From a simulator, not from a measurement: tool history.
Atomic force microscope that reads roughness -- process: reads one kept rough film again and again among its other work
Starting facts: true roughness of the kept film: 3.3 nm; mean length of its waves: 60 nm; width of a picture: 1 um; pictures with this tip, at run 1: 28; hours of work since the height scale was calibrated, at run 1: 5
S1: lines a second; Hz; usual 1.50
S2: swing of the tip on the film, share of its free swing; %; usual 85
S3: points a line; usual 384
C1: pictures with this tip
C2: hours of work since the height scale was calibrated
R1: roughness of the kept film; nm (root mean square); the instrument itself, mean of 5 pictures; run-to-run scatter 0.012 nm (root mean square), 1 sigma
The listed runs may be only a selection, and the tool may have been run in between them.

run,day,S1,S2,S3,C1,C2,R1
1,0.000,1.50,85,384,28,5,2.723
2,0.412,1.50,85,384,36,9,2.706
3,0.733,1.50,85,384,43,13,2.709
4,1.104,1.50,85,384,50,17,2.711
5,1.650,1.50,85,384,61,23,2.698
6,2.171,1.50,74,384,72,29,2.842
7,2.692,1.50,74,384,83,35,2.814
8,2.929,1.50,74,384,88,37,2.808
9,3.179,1.50,74,384,93,40,2.821
10,3.429,1.50,74,384,98,43,2.820
11,3.758,1.50,74,384,105,47,2.806
12,4.092,1.18,85,384,111,50,2.717
13,4.321,1.18,85,384,116,53,2.704
14,4.838,1.50,85,384,127,59,2.634
15,5.179,1.50,85,384,134,62,2.627
16,5.412,0.52,85,384,139,65,2.859
17,5.846,1.50,85,310,148,70,2.621
18,6.279,1.50,85,310,156,75,2.588
19,6.546,1.50,85,482,162,78,2.587
20,6.825,1.50,74,482,168,81,2.747
21,7.112,1.50,74,482,173,84,2.742
22,7.475,1.50,74,482,181,88,2.739
23,7.875,1.50,74,482,189,92,2.737
24,8.258,1.50,85,384,197,97,2.563
25,8.771,1.50,85,384,207,102,2.550
26,9.117,3.24,65,611,215,106,2.634
27,9.421,1.59,85,384,221,110,2.521
28,9.817,1.06,85,550,229,114,2.641
29,10.058,2.25,73,550,234,117,2.589
30,10.467,2.25,73,550,242,121,2.599
31,10.792,2.46,85,432,249,125,2.328
32,11.246,2.46,85,432,258,130,2.308
# day 11.529: new tip fitted
33,11.608,1.41,85,544,1,134,2.784
34,11.908,1.04,85,402,7,137,2.858
35,12.350,0.52,85,402,16,142,2.986
36,12.679,0.52,85,402,23,146,2.955
37,13.133,0.52,85,402,32,151,2.947
38,13.425,2.00,85,451,38,154,2.592
39,13.671,0.51,57,660,44,157,3.100
40,13.921,1.30,87,384,49,159,2.689
41,14.262,0.55,75,693,56,163,3.008
42,14.488,0.55,75,693,60,166,3.005
43,15.000,1.50,84,384,71,171,2.714
44,15.433,1.69,90,453,80,176,2.542
45,15.779,1.54,68,399,87,180,2.886
46,16.112,1.50,85,384,94,184,2.653
47,16.404,1.49,85,607,100,187,2.642
48,16.800,0.92,86,426,108,191,2.789
49,17.204,0.92,76,884,116,196,2.881
50,17.442,1.50,85,665,121,199,2.623

For some of the steps in R1 from one run to the next: how much would appear even if the tool had no hidden state, given the settings, what came in and random variation, and how much remains for the hidden state plus any gauge scatter that the measured result and the result without hidden state don't share?
Hidden state present: radius of the tip, nm; height scale over the true one, %; drift of the gauge itself on roughness_nm, %.
Run 15 -> 16: S1 1.50 -> 0.52. R1 +0.232 nm (root mean square): hidden state -0.018, all else +0.250.
Run 32 -> 33: S1 2.46 -> 1.41, S3 432 -> 544, new tip fitted. R1 +0.476 nm (root mean square): hidden state +0.217, all else +0.259.
Run 38 -> 39: S1 2.00 -> 0.51, S2 85 -> 57, S3 451 -> 660. R1 +0.508 nm (root mean square): hidden state -0.015, all else +0.523.
Run 39 -> 40: S1 0.51 -> 1.30, S2 57 -> 87, S3 660 -> 384. R1 -0.411 nm (root mean square): hidden state +0.002, all else -0.413.
Run 44 -> 45: S1 1.69 -> 1.54, S2 90 -> 68, S3 453 -> 399. R1 +0.344 nm (root mean square): hidden state -0.019, all else +0.363.
